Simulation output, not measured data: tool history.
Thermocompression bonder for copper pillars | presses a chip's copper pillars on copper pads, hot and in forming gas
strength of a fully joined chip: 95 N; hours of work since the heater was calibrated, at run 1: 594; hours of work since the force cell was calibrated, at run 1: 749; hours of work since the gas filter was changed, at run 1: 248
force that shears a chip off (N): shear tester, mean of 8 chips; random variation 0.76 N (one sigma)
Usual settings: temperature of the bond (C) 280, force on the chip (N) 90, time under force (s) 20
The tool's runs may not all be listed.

run,day,temperature of the bond (C),force on the chip (N),time under force (s),hours of work since the heater was calibrated,hours of work since the force cell was calibrated,hours of work since the gas filter was changed,force that shears a chip off (N)
1,0.000,280,90,20,594,749,248,50.0
2,1.833,280,90,20,615,769,268,51.0
3,3.867,280,90,20,637,792,291,50.1
4,5.992,280,90,20,661,816,315,50.3
5,7.308,280,90,20,676,831,330,49.1
6,8.879,280,102,20,694,848,348,55.4
7,10.029,280,104,20,707,861,360,56.7
8,11.271,280,104,20,721,875,374,55.9
9,13.421,280,104,20,745,899,399,54.4
# day 14.883: forming gas filter changed
10,15.388,280,99,20,767,921,6,55.4
11,16.358,280,99,20,777,932,17,55.6
12,18.283,280,99,20,799,954,38,56.6
13,20.104,255,90,20,819,974,59,35.2
14,22.008,288,90,20,841,996,80,55.9
15,23.138,288,90,20,854,1008,93,56.3
16,24.225,280,90,20,866,1021,105,50.2
17,25.954,280,90,20,885,1040,124,49.7
18,27.371,280,90,20,901,1056,140,50.2
19,28.396,280,70,20,913,1067,152,38.4
20,29.321,280,70,20,923,1078,162,38.9
21,30.271,280,70,20,934,1088,173,37.3
22,32.196,303,90,13,955,1110,194,57.6
23,33.100,263,130,19,965,1120,205,53.7
24,34.204,282,122,30,978,1133,217,71.3
# day 34.412: force cell calibrated
25,36.271,299,122,18,1000,21,239,72.5
26,38.208,307,82,19,1022,43,261,58.1
27,39.283,307,100,39,1034,55,273,76.7
28,40.317,285,110,35,1046,66,285,68.7
29,41.312,294,115,49,1057,77,296,79.9
# day 42.133: force cell calibrated, once more
30,43.404,294,115,49,1080,14,319,78.5
31,44.404,280,81,20,1091,25,330,43.1
# day 45.033: heater calibrated with a thermocouple chip
32,45.442,280,81,20,5,36,341,49.7
33,47.596,280,90,26,29,60,365,55.6
34,49.546,280,104,10,51,82,387,48.3
35,50.867,280,54,44,65,97,402,40.8
# day 52.071: forming gas filter changed
36,52.492,280,54,44,84,115,5,43.1
37,54.371,280,54,44,105,136,26,43.5
38,55.517,278,107,11,117,149,39,51.8
39,57.300,296,62,15,137,169,59,42.4

Some steps in force that shears a chip off (N) between neighbouring runs. How much of each would the tool show without its hidden state too (settings, what came in, random variation), and how much is left for the hidden state, with any gauge scatter that isn't in both results?
The hidden state here: true temperature of the bond over the reading, C; force that reaches the chip, % of what is set; oxide that the forming gas leaves, % of the face; drift of the gauge itself on shear_n, %.
Run 9 -> 10: force on the chip (N) 104 -> 99, forming gas filter changed. force that shears a chip off (N) +1.0: hidden state +4.1, all else -3.1.
Run 12 -> 13: temperature of the bond (C) 280 -> 255, force on the chip (N) 99 -> 90. force that shears a chip off (N) -21.4: hidden state +0.5, all else -21.9.
Run 13 -> 14: temperature of the bond (C) 255 -> 288. force that shears a chip off (N) +20.7: hidden state -1.2, all else +21.9.
Run 30 -> 31: temperature of the bond (C) 294 -> 280, force on the chip (N) 115 -> 81, time under force (s) 49 -> 20. force that shears a chip off (N) -35.4: hidden state -0.5, all else -34.9.
Run 31 -> 32: heater calibrated with a thermocouple chip. force that shears a chip off (N) +6.6: hidden state +4.6, all else +2.0.
Run 35 -> 36: forming gas filter changed. force that shears a chip off (N) +2.3: hidden state +3.1, all else -0.8.
